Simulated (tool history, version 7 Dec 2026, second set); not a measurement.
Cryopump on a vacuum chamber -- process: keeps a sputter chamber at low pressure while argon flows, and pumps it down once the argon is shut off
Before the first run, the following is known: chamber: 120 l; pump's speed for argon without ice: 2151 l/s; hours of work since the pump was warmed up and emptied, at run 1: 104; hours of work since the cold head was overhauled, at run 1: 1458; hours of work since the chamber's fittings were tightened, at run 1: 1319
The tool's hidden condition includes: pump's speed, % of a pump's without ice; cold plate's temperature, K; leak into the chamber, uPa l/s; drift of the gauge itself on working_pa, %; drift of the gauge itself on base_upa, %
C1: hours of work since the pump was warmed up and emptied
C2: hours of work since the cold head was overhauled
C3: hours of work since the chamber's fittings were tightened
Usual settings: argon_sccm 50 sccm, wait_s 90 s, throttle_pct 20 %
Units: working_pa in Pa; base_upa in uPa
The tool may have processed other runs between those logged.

run 1 hour=0 | argon_sccm=50 wait_s=90 throttle_pct=20 | C1=104 C2=1458 C3=1319 | working_pa=0.1989 base_upa=2.29
run 2 hour=52.2 | argon_sccm=50 wait_s=90 throttle_pct=20 | C1=143 C2=1497 C3=1358 | working_pa=0.199 base_upa=2.34
run 3 hour=95.6 | argon_sccm=50 wait_s=90 throttle_pct=20 | C1=176 C2=1530 C3=1391 | working_pa=0.1993 base_upa=2.48
run 4 hour=198.5 | argon_sccm=50 wait_s=90 throttle_pct=20 | C1=253 C2=1607 C3=1468 | working_pa=0.202 base_upa=2.55
run 5 hour=261.8 | argon_sccm=50 wait_s=35 throttle_pct=20 | C1=300 C2=1654 C3=1516 | working_pa=0.2031 base_upa=3.77
run 6 hour=317.9 | argon_sccm=50 wait_s=35 throttle_pct=20 | C1=343 C2=1697 C3=1558 | working_pa=0.2038 base_upa=3.99
run 7 hour=386.6 | argon_sccm=50 wait_s=48 throttle_pct=20 | C1=394 C2=1748 C3=1609 | working_pa=0.2043 base_upa=3.49
-- hour=426.4 leaking fittings of the chamber tightened, without venting
run 8 hour=477.4 | argon_sccm=50 wait_s=40 throttle_pct=20 | C1=461 C2=1815 C3=38 | working_pa=0.2062 base_upa=1.97
run 9 hour=566.2 | argon_sccm=57 wait_s=224 throttle_pct=48 | C1=528 C2=1882 C3=105 | working_pa=0.1074 base_upa=0.61
run 10 hour=611.9 | argon_sccm=36 wait_s=157 throttle_pct=33 | C1=562 C2=1916 C3=139 | working_pa=0.0963 base_upa=0.83
run 11 hour=699.7 | argon_sccm=87 wait_s=96 throttle_pct=59 | C1=628 C2=1982 C3=205 | working_pa=0.1415 base_upa=1.2
-- hour=713.3 pump warmed up, emptied and cooled again
run 12 hour=788.1 | argon_sccm=67 wait_s=96 throttle_pct=31 | C1=56 C2=2044 C3=268 | working_pa=0.1716 base_upa=1.1
run 13 hour=838.7 | argon_sccm=95 wait_s=98 throttle_pct=22 | C1=94 C2=2082 C3=306 | working_pa=0.3418 base_upa=1.2
run 14 hour=886.8 | argon_sccm=70 wait_s=153 throttle_pct=58 | C1=130 C2=2118 C3=342 | working_pa=0.0994 base_upa=0.94
run 15 hour=935.7 | argon_sccm=96 wait_s=153 throttle_pct=42 | C1=167 C2=2155 C3=379 | working_pa=0.1862 base_upa=1
run 16 hour=1007.8 | argon_sccm=50 wait_s=55 throttle_pct=52 | C1=221 C2=2209 C3=433 | working_pa=0.0814 base_upa=1.86

Predict each of these 3 candidate next runs independently; none follows another, all start after run 16:
run A hour=1096.6 | argon_sccm=90 wait_s=262 throttle_pct=35 | C1=288 C2=2276 C3=500 | working_pa=? base_upa=?
run B hour=1096.6 | argon_sccm=26 wait_s=90 throttle_pct=15 | C1=288 C2=2276 C3=500 | working_pa=? base_upa=?
run C hour=1096.6 | argon_sccm=32 wait_s=55 throttle_pct=23 | C1=288 C2=2276 C3=500 | working_pa=? base_upa=?

run=A working_pa=0.2132 base_upa=0.98
run=B working_pa=0.1389 base_upa=1.45
run=C working_pa=0.1134 base_upa=1.97
The same runs, with their run-to-run variation unchanged, on a tool lacking any hidden condition would have given:
run=A working_pa=0.2012 base_upa=0.39
run=B working_pa=0.1355 base_upa=0.87
run=C working_pa=0.1091 base_upa=1.38

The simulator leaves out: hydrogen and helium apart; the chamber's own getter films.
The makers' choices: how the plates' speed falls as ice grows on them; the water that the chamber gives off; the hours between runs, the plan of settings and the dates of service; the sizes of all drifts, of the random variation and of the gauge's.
